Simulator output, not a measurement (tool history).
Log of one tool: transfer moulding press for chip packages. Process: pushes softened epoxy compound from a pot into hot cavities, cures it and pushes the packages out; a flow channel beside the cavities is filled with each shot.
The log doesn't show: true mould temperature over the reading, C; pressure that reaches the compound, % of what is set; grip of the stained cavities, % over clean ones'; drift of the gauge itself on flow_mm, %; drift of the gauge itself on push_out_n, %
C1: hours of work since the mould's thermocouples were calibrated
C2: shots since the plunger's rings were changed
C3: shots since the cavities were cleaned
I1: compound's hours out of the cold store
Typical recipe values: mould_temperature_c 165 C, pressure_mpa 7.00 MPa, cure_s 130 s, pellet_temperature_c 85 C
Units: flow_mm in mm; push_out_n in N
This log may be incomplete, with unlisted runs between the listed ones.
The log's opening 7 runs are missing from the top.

run 8 hour=95.0 | mould_temperature_c=165 pressure_mpa=7.00 cure_s=130 pellet_temperature_c=94 | C1=325 C2=1989 C3=409 | I1=15.4 | flow_mm=914 push_out_n=600
-- hour=98.7 cavities cleaned with cleaning compound and waxed
run 9 hour=108.2 | mould_temperature_c=165 pressure_mpa=7.00 cure_s=130 pellet_temperature_c=85 | C1=330 C2=2064 C3=60 | I1=32.3 | flow_mm=861 push_out_n=454
run 10 hour=124.7 | mould_temperature_c=165 pressure_mpa=6.16 cure_s=130 pellet_temperature_c=85 | C1=337 C2=2169 C3=165 | I1=8.9 | flow_mm=863 push_out_n=522
run 11 hour=140.5 | mould_temperature_c=165 pressure_mpa=6.16 cure_s=130 pellet_temperature_c=85 | C1=345 C2=2270 C3=266 | I1=21.4 | flow_mm=825 push_out_n=530
run 12 hour=151.1 | mould_temperature_c=165 pressure_mpa=7.00 cure_s=130 pellet_temperature_c=87 | C1=350 C2=2338 C3=334 | I1=18.3 | flow_mm=894 push_out_n=563
-- hour=167.4 cavities cleaned with cleaning compound and waxed
run 13 hour=169.5 | mould_temperature_c=165 pressure_mpa=7.00 cure_s=130 pellet_temperature_c=87 | C1=357 C2=2445 C3=13 | I1=42.2 | flow_mm=830 push_out_n=404
run 14 hour=180.0 | mould_temperature_c=165 pressure_mpa=7.00 cure_s=130 pellet_temperature_c=78 | C1=362 C2=2512 C3=80 | I1=19.7 | flow_mm=885 push_out_n=465
run 15 hour=195.1 | mould_temperature_c=165 pressure_mpa=7.00 cure_s=130 pellet_temperature_c=85 | C1=369 C2=2608 C3=176 | I1=8.1 | flow_mm=918 push_out_n=520
run 16 hour=212.5 | mould_temperature_c=165 pressure_mpa=7.00 cure_s=119 pellet_temperature_c=85 | C1=377 C2=2720 C3=288 | I1=31.4 | flow_mm=851 push_out_n=566
run 17 hour=224.2 | mould_temperature_c=165 pressure_mpa=6.99 cure_s=148 pellet_temperature_c=81 | C1=382 C2=2794 C3=362 | I1=21.3 | flow_mm=882 push_out_n=536
-- hour=234.9 cavities cleaned with cleaning compound and waxed
run 18 hour=243.3 | mould_temperature_c=165 pressure_mpa=5.99 cure_s=148 pellet_temperature_c=81 | C1=390 C2=2906 C3=53 | I1=8.7 | flow_mm=843 push_out_n=442
run 19 hour=252.0 | mould_temperature_c=165 pressure_mpa=7.00 cure_s=168 pellet_temperature_c=85 | C1=394 C2=2962 C3=109 | I1=44.0 | flow_mm=830 push_out_n=423
run 20 hour=269.2 | mould_temperature_c=165 pressure_mpa=8.17 cure_s=152 pellet_temperature_c=95 | C1=402 C2=3071 C3=218 | I1=33.2 | flow_mm=911 push_out_n=488
run 21 hour=282.3 | mould_temperature_c=165 pressure_mpa=8.17 cure_s=152 pellet_temperature_c=95 | C1=408 C2=3155 C3=302 | I1=42.8 | flow_mm=882 push_out_n=528
run 22 hour=298.1 | mould_temperature_c=164 pressure_mpa=6.55 cure_s=130 pellet_temperature_c=91 | C1=415 C2=3256 C3=403 | I1=10.4 | flow_mm=872 push_out_n=610
-- hour=302.5 cavities cleaned with cleaning compound and waxed
run 23 hour=311.2 | mould_temperature_c=166 pressure_mpa=5.34 cure_s=160 pellet_temperature_c=81 | C1=421 C2=3330 C3=56 | I1=43.8 | flow_mm=722 push_out_n=419
run 24 hour=327.4 | mould_temperature_c=166 pressure_mpa=5.34 cure_s=160 pellet_temperature_c=81 | C1=428 C2=3433 C3=159 | I1=17.3 | flow_mm=765 push_out_n=461
run 25 hour=341.7 | mould_temperature_c=167 pressure_mpa=6.14 cure_s=130 pellet_temperature_c=85 | C1=435 C2=3525 C3=251 | I1=28.5 | flow_mm=796 push_out_n=522
run 26 hour=356.4 | mould_temperature_c=169 pressure_mpa=6.61 cure_s=130 pellet_temperature_c=85 | C1=441 C2=3618 C3=344 | I1=23.4 | flow_mm=835 push_out_n=536
-- hour=370.1 cavities cleaned with cleaning compound and waxed
-- hour=377.4 plunger's sealing rings changed
run 27 hour=377.4 | mould_temperature_c=169 pressure_mpa=6.61 cure_s=130 pellet_temperature_c=85 | C1=449 C2=0 C3=31 | I1=44.3 | flow_mm=812 push_out_n=420
run 28 hour=388.6 | mould_temperature_c=165 pressure_mpa=6.27 cure_s=130 pellet_temperature_c=78 | C1=454 C2=71 C3=102 | I1=15.6 | flow_mm=876 push_out_n=490
run 29 hour=402.3 | mould_temperature_c=160 pressure_mpa=7.47 cure_s=158 pellet_temperature_c=83 | C1=460 C2=158 C3=189 | I1=20.1 | flow_mm=957 push_out_n=507
run 30 hour=414.9 | mould_temperature_c=159 pressure_mpa=7.00 cure_s=130 pellet_temperature_c=85 | C1=466 C2=239 C3=270 | I1=10.0 | flow_mm=945 push_out_n=727

Forecast each of these 3 alternatives for the next run:
run A hour=431.0 | mould_temperature_c=159 pressure_mpa=7.00 cure_s=130 pellet_temperature_c=80 | C1=473 C2=342 C3=373 | I1=29.2 | flow_mm=? push_out_n=?
run B hour=431.0 | mould_temperature_c=171 pressure_mpa=7.89 cure_s=128 pellet_temperature_c=85 | C1=473 C2=342 C3=373 | I1=30.1 | flow_mm=? push_out_n=?
run C hour=431.0 | mould_temperature_c=159 pressure_mpa=7.00 cure_s=130 pellet_temperature_c=84 | C1=473 C2=342 C3=373 | I1=36.7 | flow_mm=? push_out_n=?

run=A flow_mm=899 push_out_n=734
run=B flow_mm=914 push_out_n=545
run=C flow_mm=884 push_out_n=688
With no hidden state in the tool, these same runs would have given:
run=A flow_mm=906 push_out_n=540
run=B flow_mm=920 push_out_n=381
run=C flow_mm=890 push_out_n=508
